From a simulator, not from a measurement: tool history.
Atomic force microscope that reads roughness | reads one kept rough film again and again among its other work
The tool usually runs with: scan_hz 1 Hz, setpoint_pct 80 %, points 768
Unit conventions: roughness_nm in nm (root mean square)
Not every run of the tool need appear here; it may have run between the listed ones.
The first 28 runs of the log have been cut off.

{"run": 29, "hour": 948.2, "scan_hz": 3.51, "setpoint_pct": 80, "points": 309, "roughness_nm": 1.057}
{"run": 30, "hour": 984.0, "scan_hz": 3.51, "setpoint_pct": 80, "points": 309, "roughness_nm": 1.038}
{"run": 31, "hour": 1017.8, "scan_hz": 3.73, "setpoint_pct": 80, "points": 594, "roughness_nm": 1.031}
{"run": 32, "hour": 1063.5, "scan_hz": 3.09, "setpoint_pct": 77, "points": 594, "roughness_nm": 1.103}
{"run": 33, "hour": 1094.0, "scan_hz": 3.09, "setpoint_pct": 77, "points": 594, "roughness_nm": 1.074}
{"run": 34, "hour": 1129.9, "scan_hz": 3.09, "setpoint_pct": 77, "points": 594, "roughness_nm": 1.067}
{"hour": 1138.3, "done": "new tip fitted"}
{"run": 35, "hour": 1151.7, "scan_hz": 2.27, "setpoint_pct": 77, "points": 594, "roughness_nm": 1.393}
{"run": 36, "hour": 1185.6, "scan_hz": 0.61, "setpoint_pct": 64, "points": 768, "roughness_nm": 1.605}
{"run": 37, "hour": 1214.1, "scan_hz": 1, "setpoint_pct": 61, "points": 354, "roughness_nm": 1.552}

Run 38, settings as shown, results not yet in. Your forecast:
{"run": 38, "hour": 1252.4, "scan_hz": 1.18, "setpoint_pct": 61, "points": 337, "roughness_nm": "?"}

roughness_nm: 1.505 nm (root mean square)
With the hidden condition absent and the run-to-run variation left alone, this run would have shown roughness_nm 1.609 nm (root mean square).
